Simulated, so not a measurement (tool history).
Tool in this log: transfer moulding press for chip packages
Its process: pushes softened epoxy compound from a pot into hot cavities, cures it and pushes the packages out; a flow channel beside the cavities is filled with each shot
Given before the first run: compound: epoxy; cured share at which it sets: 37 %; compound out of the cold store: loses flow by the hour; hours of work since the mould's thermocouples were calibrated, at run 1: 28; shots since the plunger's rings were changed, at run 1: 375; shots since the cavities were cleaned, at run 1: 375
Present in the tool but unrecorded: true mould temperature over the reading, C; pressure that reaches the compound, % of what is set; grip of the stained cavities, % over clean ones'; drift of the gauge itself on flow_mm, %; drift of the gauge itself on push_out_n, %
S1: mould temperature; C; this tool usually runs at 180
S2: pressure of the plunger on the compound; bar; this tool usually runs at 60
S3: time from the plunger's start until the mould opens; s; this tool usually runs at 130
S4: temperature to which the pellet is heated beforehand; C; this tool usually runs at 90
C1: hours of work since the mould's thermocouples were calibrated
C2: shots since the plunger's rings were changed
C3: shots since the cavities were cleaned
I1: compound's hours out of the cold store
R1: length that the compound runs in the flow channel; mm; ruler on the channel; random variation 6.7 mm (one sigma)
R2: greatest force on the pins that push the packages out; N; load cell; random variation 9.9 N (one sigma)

run	hour	S1	S2	S3	S4	C1	C2	C3	I1	R1	R2
1	0	180	60	130	90	28	375	375	37.1	718	718
2	53	180	60	130	90	58	779	779	14.9	751	893
# hour 83.9: cavities cleaned with cleaning compound and waxed
3	130	180	60	130	90	101	1355	351	44.8	686	704
4	199.6	180	60	130	95	140	1887	883	38.7	697	856
# hour 213.2: cavities cleaned with cleaning compound and waxed
5	255	180	60	130	95	171	2298	319	45.8	665	706
6	319.6	180	60	130	95	208	2791	812	45.5	662	818
# hour 347.5: cavities cleaned with cleaning compound and waxed
7	362.3	180	60	130	90	231	3106	113	39.7	683	526
8	446.8	180	60	130	90	279	3751	758	44.8	655	830
# hour 478.2: cavities cleaned with cleaning compound and waxed
9	496.8	180	60	130	90	306	4122	143	28	682	585
# hour 515.8: mould's thermocouples calibrated
10	544.1	188	60	130	90	16	4467	488	10.4	700	587
11	597.6	188	60	130	90	46	4875	896	25	662	671
# hour 610.9: cavities cleaned with cleaning compound and waxed
12	661.3	188	51.2	130	90	82	5350	385	25.6	594	558
13	717.1	188	51.2	130	90	113	5776	811	38.3	570	662
# hour 743.9: cavities cleaned with cleaning compound and waxed
# hour 818.3: plunger's sealing rings changed
14	818.3	188	51.2	130	90	169	0	548	26.8	671	615
# hour 875.8: cavities cleaned with cleaning compound and waxed
15	910.4	185	68.1	141	90	220	692	264	17.4	790	533
# hour 943.8: mould's thermocouples calibrated, once more
# hour 1010.1: cavities cleaned with cleaning compound and waxed
16	1011.1	185	68.1	141	88	37	1434	8	47.6	712	378
17	1086.2	179	47.8	146	94	80	2007	581	29.4	643	738
# hour 1140.8: cavities cleaned with cleaning compound and waxed
18	1156.5	177	67.2	159	89	119	2533	120	19.8	775	537
19	1255.4	187	60.8	159	88	175	3287	874	11.7	732	662
# hour 1274.3: cavities cleaned with cleaning compound and waxed
20	1314.1	187	60.8	159	88	208	3724	303	8.4	718	515
# hour 1405.6: cavities cleaned with cleaning compound and waxed
21	1408.2	187	60.8	159	88	260	4431	20	17.4	683	350
22	1491.9	183	56.1	118	99	308	5070	659	21.9	662	848
# hour 1506.9: mould's thermocouples calibrated
# hour 1539.5: cavities cleaned with cleaning compound and waxed
23	1556.4	183	56.1	118	99	27	5536	129	27.2	637	631
24	1650.1	183	56.1	118	99	80	6251	844	45.3	594	876
# hour 1670.3: cavities cleaned with cleaning compound and waxed
# hour 1689.1: plunger's sealing rings changed
25	1710.6	180	73.7	125	98	112	163	288	22.9	830	757
26	1755	183	60	162	90	138	502	627	26	732	650
# hour 1802.1: cavities cleaned with cleaning compound and waxed
27	1844.7	173	60	162	90	188	1176	325	30.6	732	749

Consider 4 possible next runs. They are alternatives, not a sequence: every one starts from the tool as it was left by run 27. What does each give?
A	1885.9	173	69.8	151	86	211	1491	640	26.8	?	?
B	1885.9	173	51.3	162	90	211	1491	640	43.2	?	?
C	1885.9	179	60	166	94	211	1491	640	11	?	?
D	1885.9	173	60	162	83	211	1491	640	11.5	?	?

run	R1	R2
A	801	1011
B	648	860
C	782	689
D	784	893
Stripped of hidden state, with their random variation kept, the same runs would have yielded:
run	R1	R2
A	827	553
B	669	465
C	807	371
D	810	484

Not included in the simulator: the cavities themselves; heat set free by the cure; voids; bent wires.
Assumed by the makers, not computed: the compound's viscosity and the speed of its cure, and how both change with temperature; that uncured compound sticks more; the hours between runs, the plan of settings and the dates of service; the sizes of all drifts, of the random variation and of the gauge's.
